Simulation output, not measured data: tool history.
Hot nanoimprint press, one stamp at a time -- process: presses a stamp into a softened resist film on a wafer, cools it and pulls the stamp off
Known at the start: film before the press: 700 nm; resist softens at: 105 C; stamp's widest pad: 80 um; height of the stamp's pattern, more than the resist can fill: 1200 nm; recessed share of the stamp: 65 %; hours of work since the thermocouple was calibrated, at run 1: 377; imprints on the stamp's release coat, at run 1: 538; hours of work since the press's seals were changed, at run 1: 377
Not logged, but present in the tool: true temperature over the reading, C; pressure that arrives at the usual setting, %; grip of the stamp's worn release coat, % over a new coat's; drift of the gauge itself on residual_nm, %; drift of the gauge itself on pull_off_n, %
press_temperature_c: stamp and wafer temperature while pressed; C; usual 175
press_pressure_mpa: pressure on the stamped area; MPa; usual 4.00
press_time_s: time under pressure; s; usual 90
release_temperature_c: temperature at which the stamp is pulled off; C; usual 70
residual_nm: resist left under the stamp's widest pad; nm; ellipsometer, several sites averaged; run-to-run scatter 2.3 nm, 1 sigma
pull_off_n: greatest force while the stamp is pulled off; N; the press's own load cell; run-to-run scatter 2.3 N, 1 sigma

run	hour	press_temperature_c	press_pressure_mpa	press_time_s	release_temperature_c	hours of work since the thermocouple was calibrated	imprints on the stamp's release coat	hours of work since the press's seals were changed	residual_nm	pull_off_n
1	0.0	175	4.00	90	70	377	538	377	424.5	123
# hour 60.5: plate thermocouple calibrated
2	64.1	175	4.00	90	70	2	705	409	406.9	123
3	116.7	175	4.00	90	70	29	849	436	406.8	131
# hour 171.1: stamp cleaned and given a new release coat
4	188.1	175	4.00	90	70	63	47	470	413.3	106
5	282.9	175	4.30	90	70	112	306	519	398.7	107
6	362.4	175	4.00	90	70	154	523	560	412.5	115
7	429.7	175	4.00	90	70	189	707	595	411.9	125
8	499.9	175	4.00	90	70	225	899	632	415.1	132
# hour 534.8: stamp cleaned and given a new release coat
9	567.1	175	4.00	90	70	257	89	664	419.1	105
10	656.2	170	4.00	90	70	303	332	710	488.8	112
11	703.1	170	4.00	90	75	328	461	734	489.5	105
12	774.6	170	4.00	90	75	365	656	771	490.3	116
# hour 855.6: plate thermocouple calibrated
13	863.2	175	4.00	90	70	4	891	816	415.5	129
# hour 899.4: stamp cleaned and given a new release coat
14	921.9	175	4.00	90	70	31	62	843	417.3	106
15	1020.9	177	4.06	82	78	83	332	895	400.8	95
16	1091.0	177	4.06	82	78	119	524	931	402.2	101
17	1189.0	185	3.63	90	56	170	792	982	311.1	164
# hour 1261.9: stamp cleaned and given a new release coat
18	1285.8	185	3.63	90	56	217	65	1029	307.4	137
# hour 1332.8: press's hydraulic seals changed and the load cell set to zero
19	1394.6	168	5.25	163	56	270	341	32	398.0	150
20	1441.0	174	4.00	90	70	294	468	56	430.2	120
21	1484.7	171	4.00	55	70	316	588	79	535.5	122
22	1561.7	171	4.00	55	70	356	798	119	528.8	127
# hour 1630.4: stamp cleaned and given a new release coat
23	1644.6	171	4.00	90	63	396	38	159	479.0	117

Run 24 comes next. What will it give?
# hour 1671.7: plate thermocouple calibrated
24	1747.5	171	4.00	90	63	39	312	211	?	?

Logged for run 24: residual_nm 465.2 nm, pull_off_n 125 N.
With no hidden state in the tool, this same run would have given residual_nm 462.4 nm, pull_off_n 113 N.
